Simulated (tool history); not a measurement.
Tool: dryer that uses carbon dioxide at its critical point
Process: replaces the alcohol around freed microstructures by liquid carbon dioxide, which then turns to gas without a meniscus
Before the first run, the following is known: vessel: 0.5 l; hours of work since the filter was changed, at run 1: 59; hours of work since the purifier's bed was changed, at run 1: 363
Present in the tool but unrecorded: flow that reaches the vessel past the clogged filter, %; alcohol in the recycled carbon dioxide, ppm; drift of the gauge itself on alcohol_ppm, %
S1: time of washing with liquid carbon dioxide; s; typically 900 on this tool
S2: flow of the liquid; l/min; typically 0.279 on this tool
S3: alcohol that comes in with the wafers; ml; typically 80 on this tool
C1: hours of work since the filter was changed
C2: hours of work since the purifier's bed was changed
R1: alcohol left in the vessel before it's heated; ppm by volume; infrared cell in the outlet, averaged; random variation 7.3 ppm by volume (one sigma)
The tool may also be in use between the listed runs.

Run 1, hour 0.0: usual settings; C1 59; C2 363. Result: R1 484 ppm by volume.
Run 2, hour 30.4: usual settings but S1 720 s; C1 78; C2 383. Result: R1 1421 ppm by volume.
Run 3, hour 79.2: usual settings but S1 720 s; C1 110; C2 414. Result: R1 1456 ppm by volume.
Run 4, hour 117.5: usual settings but S1 720 s; C1 134; C2 439. Result: R1 1562 ppm by volume.
Run 5, hour 149.5: usual settings but S1 720 s; C1 155; C2 459. Result: R1 1601 ppm by volume.
Run 6, hour 187.5: usual settings; C1 179; C2 484. Result: R1 631 ppm by volume.
Run 7, hour 234.0: usual settings but S3 33 ml; C1 209; C2 514. Result: R1 335 ppm by volume.
Run 8, hour 275.2: usual settings but S3 33 ml; C1 236; C2 540. Result: R1 354 ppm by volume.
Run 9, hour 307.9: usual settings; C1 257; C2 561. Result: R1 671 ppm by volume.
At hour 315.3: inlet filter changed.
Run 10, hour 352.5: usual settings but S2 0.366 l/min; C1 24; C2 589. Result: R1 205 ppm by volume.
Run 11, hour 403.0: usual settings but S2 0.366 l/min; C1 56; C2 622. Result: R1 214 ppm by volume.
Run 12, hour 434.6: usual settings but S2 0.366 l/min; C1 77; C2 642. Result: R1 223 ppm by volume.
Run 13, hour 459.7: usual settings but S2 0.366 l/min; C1 93; C2 658. Result: R1 219 ppm by volume.
At hour 466.9: purifier's bed changed.
Run 14, hour 500.8: usual settings but S1 600 s, S2 0.366 l/min; C1 117; C2 22. Result: R1 867 ppm by volume.
Run 15, hour 550.3: usual settings but S1 600 s, S2 0.366 l/min; C1 149; C2 54. Result: R1 933 ppm by volume.
Run 16, hour 586.6: usual settings; C1 173; C2 77. Result: R1 489 ppm by volume.
Run 17, hour 613.2: usual settings; C1 190; C2 94. Result: R1 522 ppm by volume.
Run 18, hour 642.2: usual settings; C1 208; C2 113. Result: R1 544 ppm by volume.
Run 19, hour 668.7: usual settings; C1 225; C2 130. Result: R1 570 ppm by volume.
Run 20, hour 690.6: usual settings but S3 66 ml; C1 240; C2 144. Result: R1 488 ppm by volume.
At hour 723.7: inlet filter changed.
Run 21, hour 734.4: usual settings but S2 0.208 l/min; C1 7; C2 171. Result: R1 1877 ppm by volume.
Run 22, hour 758.8: usual settings but S2 0.208 l/min; C1 23; C2 187. Result: R1 1890 ppm by volume.
Run 23, hour 787.6: usual settings but S2 0.355 l/min, S3 25 ml; C1 41; C2 206. Result: R1 83 ppm by volume.
Run 24, hour 822.0: usual settings but S2 0.355 l/min, S3 25 ml; C1 63; C2 228. Result: R1 83 ppm by volume.
Run 25, hour 845.8: usual settings but S1 1080 s, S2 0.355 l/min, S3 21 ml; C1 79; C2 243. Result: R1 59 ppm by volume.
Run 26, hour 882.8: usual settings but S1 1080 s, S2 0.355 l/min, S3 21 ml; C1 102; C2 267. Result: R1 76 ppm by volume.
Run 27, hour 916.6: usual settings but S2 0.249 l/min, S3 83 ml; C1 124; C2 289. Result: R1 967 ppm by volume.
Run 28, hour 945.2: usual settings but S1 600 s, S2 0.183 l/min, S3 71 ml; C1 143; C2 307. Result: R1 11521 ppm by volume.
Run 29, hour 976.8: usual settings but S1 960 s, S2 0.289 l/min, S3 25 ml; C1 163; C2 327. Result: R1 167 ppm by volume.
Run 30, hour 999.2: usual settings but S1 660 s, S2 0.212 l/min, S3 41 ml; C1 177; C2 342. Result: R1 3456 ppm by volume.
Run 31, hour 1049.9: usual settings but S1 600 s, S2 0.227 l/min, S3 24 ml; C1 210; C2 374. Result: R1 2205 ppm by volume.
Run 32, hour 1097.8: usual settings but S1 600 s, S2 0.227 l/min, S3 24 ml; C1 241; C2 405. Result: R1 2307 ppm by volume.
At hour 1129.7: inlet filter changed.
Run 33, hour 1143.0: usual settings but S1 600 s, S2 0.202 l/min, S3 24 ml; C1 9; C2 434. Result: R1 2713 ppm by volume.
Run 34, hour 1193.8: usual settings but S3 86 ml; C1 41; C2 466. Result: R1 533 ppm by volume.
Run 35, hour 1244.7: usual settings but S1 1380 s; C1 74; C2 499. Result: R1 133 ppm by volume.
Run 36, hour 1293.6: usual settings but S1 1380 s; C1 105; C2 531. Result: R1 154 ppm by volume.
Run 37, hour 1342.4: usual settings but S1 660 s, S2 0.293 l/min, S3 33 ml; C1 137; C2 562. Result: R1 857 ppm by volume.
Run 38, hour 1387.9: usual settings but S1 960 s, S2 0.190 l/min, S3 33 ml; C1 166; C2 591. Result: R1 1183 ppm by volume.
Run 39, hour 1419.7: usual settings but S1 960 s, S2 0.190 l/min, S3 33 ml; C1 187; C2 612. Result: R1 1204 ppm by volume.
Run 40, hour 1464.3: usual settings but S1 960 s, S2 0.190 l/min, S3 33 ml; C1 215; C2 640. Result: R1 1210 ppm by volume.
At hour 1497.1: purifier's bed changed.
Run 41, hour 1509.9: usual settings but S1 960 s, S2 0.190 l/min, S3 33 ml; C1 243; C2 8. Result: R1 1142 ppm by volume.
At hour 1537.6: inlet filter changed.
Run 42, hour 1555.7: usual settings but S2 0.328 l/min, S3 36 ml; C1 12; C2 37. Result: R1 69 ppm by volume.
Run 43, hour 1598.3: usual settings but S1 720 s, S2 0.328 l/min, S3 102 ml; C1 39; C2 65. Result: R1 694 ppm by volume.

Below are 4 alternative next runs, each starting from the tool's condition after run 43. Predict each:
Run A, hour 1647.8: usual settings but S1 720 s, S2 0.265 l/min, S3 28 ml; C1 71; C2 96. Result: R1 ?.
Run B, hour 1647.8: usual settings but S1 1140 s, S3 47 ml; C1 71; C2 96. Result: R1 ?.
Run C, hour 1647.8: usual settings but S1 540 s, S2 0.328 l/min, S3 102 ml; C1 71; C2 96. Result: R1 ?.
Run D, hour 1647.8: usual settings but S1 960 s, S2 0.410 l/min, S3 55 ml; C1 71; C2 96. Result: R1 ?.

run    R1
  A   629
  B    81
  C  2895
  D    41
With the hidden condition removed and each run's random variation left untouched, the same runs would have given:
run    R1
  A   543
  B    48
  C  2595
  D    13

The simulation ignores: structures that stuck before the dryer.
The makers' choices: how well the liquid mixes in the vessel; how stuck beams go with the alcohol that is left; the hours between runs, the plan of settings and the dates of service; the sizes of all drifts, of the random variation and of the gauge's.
